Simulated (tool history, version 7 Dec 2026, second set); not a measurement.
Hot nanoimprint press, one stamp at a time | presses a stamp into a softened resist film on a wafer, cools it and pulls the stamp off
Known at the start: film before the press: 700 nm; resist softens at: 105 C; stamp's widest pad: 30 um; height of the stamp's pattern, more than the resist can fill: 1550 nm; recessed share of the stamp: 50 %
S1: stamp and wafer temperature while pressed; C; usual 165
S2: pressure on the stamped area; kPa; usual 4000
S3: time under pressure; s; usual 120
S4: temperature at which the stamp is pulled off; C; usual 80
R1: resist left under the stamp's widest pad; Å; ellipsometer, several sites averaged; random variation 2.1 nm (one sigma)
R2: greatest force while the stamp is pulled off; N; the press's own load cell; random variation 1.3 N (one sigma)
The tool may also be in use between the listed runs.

Run 1, day 0.000: usual settings. Result: R1 3879 Å, R2 195 N.
Run 2, day 2.567: usual settings but S2 4800 kPa. Result: R1 3505 Å, R2 193 N.
Run 3, day 4.467: usual settings but S1 170 C, S2 4800 kPa. Result: R1 2685 Å, R2 196 N.
Run 4, day 6.475: usual settings. Result: R1 3833 Å, R2 194 N.
Run 5, day 8.212: usual settings. Result: R1 3852 Å, R2 194 N.
Run 6, day 9.912: usual settings but S2 3010 kPa. Result: R1 4347 Å, R2 195 N.
Run 7, day 11.708: usual settings but S2 3010 kPa. Result: R1 4352 Å, R2 195 N.
Run 8, day 12.942: usual settings but S1 177 C, S2 4890 kPa. Result: R1 1848 Å, R2 198 N.
Run 9, day 15.488: usual settings but S1 168 C, S2 4530 kPa, S3 152 s. Result: R1 2842 Å, R2 195 N.
Run 10, day 16.788: usual settings but S1 171 C, S3 104 s, S4 82 C. Result: R1 2947 Å, R2 186 N.

Taken out of this log: 1 entry between the listed runs. Where each belongs, and how the hidden state differs across it:
Between runs 6 and 7: stamp cleaned and given a new release coat (day 11.708)
  grip of the stamp's worn release coat, % over a new coat's: 0.2 -> 0; drift of the gauge itself on residual_nm, %: -0.56 -> -0.65
  measured less the result without the state, R1: -20 -> -24 Å
